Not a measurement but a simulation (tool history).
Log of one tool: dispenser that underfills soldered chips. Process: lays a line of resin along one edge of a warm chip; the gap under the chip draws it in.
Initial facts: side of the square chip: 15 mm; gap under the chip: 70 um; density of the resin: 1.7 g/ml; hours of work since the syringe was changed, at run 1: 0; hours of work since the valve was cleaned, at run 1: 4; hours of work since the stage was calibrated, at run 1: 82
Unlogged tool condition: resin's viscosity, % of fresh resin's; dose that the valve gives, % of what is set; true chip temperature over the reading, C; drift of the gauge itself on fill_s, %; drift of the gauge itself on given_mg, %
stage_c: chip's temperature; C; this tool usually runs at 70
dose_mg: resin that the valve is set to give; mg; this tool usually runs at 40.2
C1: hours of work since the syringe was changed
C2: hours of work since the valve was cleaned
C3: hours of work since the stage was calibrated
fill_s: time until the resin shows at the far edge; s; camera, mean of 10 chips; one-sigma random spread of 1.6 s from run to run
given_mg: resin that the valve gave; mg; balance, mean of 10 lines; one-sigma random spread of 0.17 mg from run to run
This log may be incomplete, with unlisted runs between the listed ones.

run 1 hour=0.0 | stage_c=70 dose_mg=40.2 | C1=0 C2=4 C3=82 | fill_s=154.0 given_mg=40.25
run 2 hour=2.6 | stage_c=70 dose_mg=45.1 | C1=2 C2=6 C3=84 | fill_s=183.2 given_mg=44.87
run 3 hour=7.1 | stage_c=70 dose_mg=45.1 | C1=5 C2=9 C3=87 | fill_s=240.8 given_mg=44.62
run 4 hour=10.0 | stage_c=70 dose_mg=45.1 | C1=7 C2=11 C3=89 | fill_s=283.2 given_mg=44.70
run 5 hour=13.2 | stage_c=70 dose_mg=45.1 | C1=10 C2=14 C3=92 | fill_s=347.4 given_mg=44.73
-- hour=14.9 new syringe of resin
run 6 hour=16.7 | stage_c=80 dose_mg=40.2 | C1=1 C2=16 C3=94 | fill_s=110.9 given_mg=39.44
run 7 hour=21.4 | stage_c=70 dose_mg=40.2 | C1=5 C2=20 C3=98 | fill_s=237.1 given_mg=39.91
run 8 hour=26.2 | stage_c=70 dose_mg=40.2 | C1=8 C2=23 C3=101 | fill_s=320.8 given_mg=39.46
-- hour=29.8 new syringe of resin
run 9 hour=29.8 | stage_c=56 dose_mg=40.2 | C1=0 C2=26 C3=104 | fill_s=322.2 given_mg=39.34
run 10 hour=32.3 | stage_c=56 dose_mg=40.2 | C1=2 C2=28 C3=106 | fill_s=380.5 given_mg=39.88
run 11 hour=35.6 | stage_c=56 dose_mg=40.2 | C1=4 C2=30 C3=108 | fill_s=471.5 given_mg=39.49
run 12 hour=39.5 | stage_c=62 dose_mg=39.8 | C1=7 C2=33 C3=111 | fill_s=429.7 given_mg=39.44
run 13 hour=42.7 | stage_c=62 dose_mg=36.5 | C1=10 C2=35 C3=113 | fill_s=536.7 given_mg=35.34
-- hour=44.9 new syringe of resin
run 14 hour=47.8 | stage_c=77 dose_mg=46.9 | C1=2 C2=39 C3=117 | fill_s=131.6 given_mg=45.83
run 15 hour=52.1 | stage_c=66 dose_mg=50.6 | C1=5 C2=42 C3=120 | fill_s=288.1 given_mg=48.93
run 16 hour=54.2 | stage_c=57 dose_mg=34.8 | C1=7 C2=43 C3=121 | fill_s=559.7 given_mg=34.07
run 17 hour=56.5 | stage_c=79 dose_mg=37.9 | C1=9 C2=45 C3=123 | fill_s=210.2 given_mg=36.67

Branching from run 17: 4 alternative next runs. What would each branch give?
run A hour=58.6 | stage_c=79 dose_mg=41.8 | C1=10 C2=47 C3=125 | fill_s=? given_mg=?
run B hour=58.6 | stage_c=70 dose_mg=44.6 | C1=10 C2=47 C3=125 | fill_s=? given_mg=?
run C hour=58.6 | stage_c=68 dose_mg=37.8 | C1=10 C2=47 C3=125 | fill_s=? given_mg=?
run D hour=58.6 | stage_c=85 dose_mg=34.6 | C1=10 C2=47 C3=125 | fill_s=? given_mg=?

run=A fill_s=237.5 given_mg=40.53
run=B fill_s=361.7 given_mg=43.07
run=C fill_s=405.6 given_mg=36.75
run=D fill_s=185.0 given_mg=33.64
Take away the tool's hidden state, keep each run's random variation, and the runs would have read:
run=A fill_s=101.1 given_mg=41.88
run=B fill_s=153.9 given_mg=44.50
run=C fill_s=171.8 given_mg=37.97
run=D fill_s=78.3 given_mg=34.75
